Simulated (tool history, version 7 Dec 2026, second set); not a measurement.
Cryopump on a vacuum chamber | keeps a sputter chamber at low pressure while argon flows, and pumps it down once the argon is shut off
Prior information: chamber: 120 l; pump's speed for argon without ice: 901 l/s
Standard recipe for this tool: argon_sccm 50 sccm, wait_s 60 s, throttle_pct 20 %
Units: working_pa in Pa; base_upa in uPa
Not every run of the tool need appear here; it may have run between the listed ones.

{"run": 1, "hour": 0.0, "argon_sccm": 50, "wait_s": 60, "throttle_pct": 20, "working_pa": 0.4806, "base_upa": 5.11}
{"run": 2, "hour": 11.7, "argon_sccm": 50, "wait_s": 60, "throttle_pct": 20, "working_pa": 0.481, "base_upa": 5.17}
{"run": 3, "hour": 28.2, "argon_sccm": 50, "wait_s": 151, "throttle_pct": 20, "working_pa": 0.485, "base_upa": 3.69}
{"run": 4, "hour": 44.5, "argon_sccm": 50, "wait_s": 60, "throttle_pct": 23, "working_pa": 0.4227, "base_upa": 5.19}
{"run": 5, "hour": 65.4, "argon_sccm": 50, "wait_s": 60, "throttle_pct": 23, "working_pa": 0.4218, "base_upa": 5.15}
{"run": 6, "hour": 75.9, "argon_sccm": 50, "wait_s": 60, "throttle_pct": 23, "working_pa": 0.4241, "base_upa": 5.08}
{"run": 7, "hour": 87.6, "argon_sccm": 50, "wait_s": 60, "throttle_pct": 23, "working_pa": 0.4225, "base_upa": 5.16}
{"run": 8, "hour": 106.9, "argon_sccm": 50, "wait_s": 60, "throttle_pct": 20, "working_pa": 0.4875, "base_upa": 5.41}
{"run": 9, "hour": 116.4, "argon_sccm": 50, "wait_s": 60, "throttle_pct": 20, "working_pa": 0.4905, "base_upa": 5.32}
{"run": 10, "hour": 131.7, "argon_sccm": 50, "wait_s": 60, "throttle_pct": 20, "working_pa": 0.4875, "base_upa": 5.42}
{"run": 11, "hour": 153.5, "argon_sccm": 50, "wait_s": 60, "throttle_pct": 20, "working_pa": 0.4886, "base_upa": 5.57}
{"run": 12, "hour": 167.4, "argon_sccm": 42, "wait_s": 26, "throttle_pct": 29, "working_pa": 0.2877, "base_upa": 8.93}
{"run": 13, "hour": 188.1, "argon_sccm": 42, "wait_s": 31, "throttle_pct": 16, "working_pa": 0.5102, "base_upa": 7.82}
{"run": 14, "hour": 200.3, "argon_sccm": 42, "wait_s": 31, "throttle_pct": 16, "working_pa": 0.5092, "base_upa": 7.89}
{"run": 15, "hour": 216.1, "argon_sccm": 48, "wait_s": 232, "throttle_pct": 15, "working_pa": 0.6256, "base_upa": 3.68}
{"run": 16, "hour": 237.8, "argon_sccm": 35, "wait_s": 71, "throttle_pct": 29, "working_pa": 0.2434, "base_upa": 5.24}
{"run": 17, "hour": 250.7, "argon_sccm": 31, "wait_s": 59, "throttle_pct": 47, "working_pa": 0.1388, "base_upa": 5.58}
{"run": 18, "hour": 274.0, "argon_sccm": 23, "wait_s": 152, "throttle_pct": 19, "working_pa": 0.2382, "base_upa": 4.14}
{"run": 19, "hour": 289.8, "argon_sccm": 69, "wait_s": 39, "throttle_pct": 23, "working_pa": 0.5972, "base_upa": 7.04}
{"hour": 300.4, "done": "leaking fittings of the chamber tightened, without venting"}
{"run": 20, "hour": 302.1, "argon_sccm": 49, "wait_s": 49, "throttle_pct": 20, "working_pa": 0.4853, "base_upa": 3.84}
{"run": 21, "hour": 325.7, "argon_sccm": 50, "wait_s": 197, "throttle_pct": 43, "working_pa": 0.2478, "base_upa": 1.39}

Below are 5 alternative next runs, each starting from the tool's condition after run 21. Predict each:
{"run": "A", "hour": 342.4, "argon_sccm": 33, "wait_s": 44, "throttle_pct": 33, "working_pa": "?", "base_upa": "?"}
{"run": "B", "hour": 342.4, "argon_sccm": 50, "wait_s": 40, "throttle_pct": 20, "working_pa": "?", "base_upa": "?"}
{"run": "C", "hour": 342.4, "argon_sccm": 38, "wait_s": 293, "throttle_pct": 55, "working_pa": "?", "base_upa": "?"}
{"run": "D", "hour": 342.4, "argon_sccm": 63, "wait_s": 60, "throttle_pct": 30, "working_pa": "?", "base_upa": "?"}
{"run": "E", "hour": 342.4, "argon_sccm": 84, "wait_s": 278, "throttle_pct": 43, "working_pa": "?", "base_upa": "?"}

run=A working_pa=0.2096 base_upa=4.12
run=B working_pa=0.5018 base_upa=4.47
run=C working_pa=0.1537 base_upa=1.23
run=D working_pa=0.4354 base_upa=3.13
run=E working_pa=0.4214 base_upa=1.22
With no hidden state in the tool, these same runs would have given:
run=A working_pa=0.1893 base_upa=3.78
run=B working_pa=0.4711 base_upa=4.13
run=C working_pa=0.1305 base_upa=0.88
run=D working_pa=0.3968 base_upa=2.79
run=E working_pa=0.3698 base_upa=0.89
